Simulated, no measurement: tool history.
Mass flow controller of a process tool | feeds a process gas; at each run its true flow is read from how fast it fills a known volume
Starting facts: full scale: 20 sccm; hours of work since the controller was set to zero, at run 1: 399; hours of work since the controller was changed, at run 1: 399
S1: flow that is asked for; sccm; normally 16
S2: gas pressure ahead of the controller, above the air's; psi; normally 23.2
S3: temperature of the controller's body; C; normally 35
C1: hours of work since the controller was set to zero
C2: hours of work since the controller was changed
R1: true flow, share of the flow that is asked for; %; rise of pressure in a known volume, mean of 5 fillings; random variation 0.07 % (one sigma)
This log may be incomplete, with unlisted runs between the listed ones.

run    hour  S1    S2  S3    C1    C2     R1
  1     0.0  16  23.2  35   399   399  98.47
  2   160.0  16  23.2  35   496   496  98.47
  3   380.3  16  23.2  35   629   629  98.37
  4   516.4  16  23.2  35   711   711  98.34
  5   692.7   3  23.2  35   818   818  97.12
  6   922.2   3  23.2  35   956   956  97.01
  7  1074.8   2  23.2  35  1049  1049  96.98
  8  1197.7   6  23.2  35  1123  1123  97.18
  9  1324.2   6  23.2  35  1200  1200  97.12
 10  1474.0   6  23.2  35  1290  1290  97.21
 11  1634.2   6  23.2  35  1387  1387  97.02
 12  1857.2  16  23.2  35  1522  1522  97.87
 13  2064.6  16  23.2  35  1647  1647  97.89
 14  2310.7  14  23.2  35  1796  1796  97.45
 15  2435.9  14  23.2  35  1872  1872  97.44
 16  2546.4  16  23.2  32  1939  1939  97.75
 17  2690.1  16  23.2  32  2026  2026  97.73
 18  2899.6  16  23.2  35  2152  2152  97.44
 19  3017.2  16  23.2  33  2223  2223  97.70
 20  3194.1  16  23.2  33  2330  2330  97.49
 21  3417.7  16  23.2  33  2466  2466  97.43
 22  3582.5  16  23.2  28  2565  2565  97.75
 23  3736.6  16  23.2  35  2659  2659  97.17
 24  3914.2  16  23.2  35  2766  2766  97.03
 25  4098.5   4  39.7  34  2877  2877  96.55
 26  4317.1   6  25.4  20  3010  3010  97.31
 27  4560.6   4  33.2  24  3157  3157  97.05
 28  4733.8   4  33.2  24  3262  3262  97.05
 29  4881.3   5  31.0  24  3351  3351  96.98
 30  5041.3  13  23.2  35  3448  3448  96.41
 31  5253.1   7  24.4  21  3576  3576  96.97
 32  5389.2  19  32.5  39  3658  3658  96.86
     5529.2  -- gauge calibrated
 33  5621.6   5  20.9  22  3799  3799  98.57
 34  5792.9   5  20.9  22  3902  3902  98.64
 35  5950.9   3  20.9  25  3998  3998  98.08
 36  6069.1   9  20.9  25  4069  4069  98.58
 37  6198.7   6  21.8  25  4148  4148  98.11
 38  6432.2  15  27.6  38  4289  4289  98.05
 39  6592.3   3  39.0  37  4386  4386  97.44
 40  6700.2  11  20.6  32  4451  4451  97.86
 41  6851.7   6  39.2  30  4543  4543  98.03
     7003.4  -- controller's zero set anew
 42  7036.3   2  23.2  35    20  4654  96.73
 43  7138.8   2  23.2  35    82  4716  96.71
 44  7260.6  16  26.3  26   156  4790  98.80
 45  7391.7   2  20.5  35   235  4869  96.56
 46  7558.4  16  23.2  32   336  4970  98.09
 47  7744.6  16  34.1  35   448  5082  98.02

How would selected steps in R1 from run to run divide? Give the signed amount a tool lacking its hidden state would still show from settings, what came in and random variation, and the signed amount left for the hidden state, including any gauge scatter that is not in both of the compared results.
The tool's hidden condition here consists of: flow at rest that the sensor doesn't see, % of full scale; true flow over the shown one, %; drift of the gauge itself on true_pct, %.
Run 11 -> 12: S1 6 -> 16. R1 +0.85 %: hidden state -0.10, all else +0.95.
Run 25 -> 26: S1 4 -> 6, S2 39.7 -> 25.4, S3 34 -> 20. R1 +0.76 %: hidden state -0.11, all else +0.87.
Run 32 -> 33: S1 19 -> 5, S2 32.5 -> 20.9, S3 39 -> 22, gauge calibrated. R1 +1.71 %: hidden state +2.04, all else -0.33.
Run 43 -> 44: S1 2 -> 16, S2 23.2 -> 26.3, S3 35 -> 26. R1 +2.09 %: hidden state -0.06, all else +2.15.
Run 44 -> 45: S1 16 -> 2, S2 26.3 -> 20.5, S3 26 -> 35. R1 -2.24 %: hidden state -0.03, all else -2.21.
